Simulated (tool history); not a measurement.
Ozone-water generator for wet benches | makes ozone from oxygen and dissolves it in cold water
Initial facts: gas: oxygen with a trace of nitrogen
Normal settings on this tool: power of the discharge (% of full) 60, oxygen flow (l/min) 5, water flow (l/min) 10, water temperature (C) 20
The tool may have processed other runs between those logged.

run	hour	power of the discharge (% of full)	oxygen flow (l/min)	water flow (l/min)	water temperature (C)	dissolved ozone (ppm)	ozone in the gas ahead of the water (g/m3)
1	0	60	5	10	20	33.7	218.6
2	21.5	60	5	10	20	33.7	218.6
3	42.1	60	5	9	20	35.7	219.4
4	60.6	60	5	9	23	33	217.9
5	85.9	60	5	10	27	28.8	218.8
6	116.6	60	5	10	27	28.6	218.5
7	136	60	5	10	17	35.2	218.4
# hour 163: water thermometer calibrated
8	163	57	5	10	17	34.1	210.1
9	177.7	57	5	10	17	34	211.4
10	200.8	57	5	10	17	34.2	211.9
11	218.1	60	2.89	10	20	37.7	315.4
12	247.3	59	5	10	20	32.7	215.1
13	268.9	59	5	10	20	33	218.4
14	288.1	59	5	10	20	33	213.9
15	303.1	59	5	10	20	32.8	214.8
16	323.1	59	5	15	20	25.1	213.3
17	344.1	59	5	15	20	24.8	214.5
# hour 359.8: water thermometer calibrated, once more
18	359.8	59	5	15	20	25.2	214.7
19	393.4	57	5	14	20	25.4	209.9
20	421.8	64	5.53	14	20	27.1	210.3
21	441.9	79	7.35	7	12	49.7	199.8
22	464.4	79	7.35	7	12	49.7	200.9
23	490.6	79	7.35	7	28	33.4	200.8
24	522.8	55	5	10	17	32.6	203.3
25	549.1	84	3.6	10	23	42.4	332.3
26	574.2	84	3.6	10	23	42.4	336
27	604.5	65	3.8	10	19	38.1	273.4
28	632.7	60	5	10	21	32.2	214.1
29	651.2	60	5	10	21	32.4	217.2
30	667.9	54	2.7	12	19	31.2	305
31	683.8	54	2.7	12	19	30.1	303.6
32	700.5	58	5	10	14	36.1	211.8
33	715	58	5	10	14	36.1	207.9
34	735.8	58	5	10	14	35.8	209.7

Each row is a separate what-if for the run after 34, all from the same tool condition, not one after another. Results?
A	756.5	59	5.91	13	14	?	?
B	756.5	65	3.28	12	20	?	?
C	756.5	60	5	10	13	?	?

run	dissolved ozone (ppm)	ozone in the gas ahead of the water (g/m3)
A	28.9	188.3
B	33.6	302.3
C	37.3	215.6
Without the tool's hidden state the same runs would have given:
run	dissolved ozone (ppm)	ozone in the gas ahead of the water (g/m3)
A	30.8	193.5
B	35.9	311.3
C	39.6	221.6
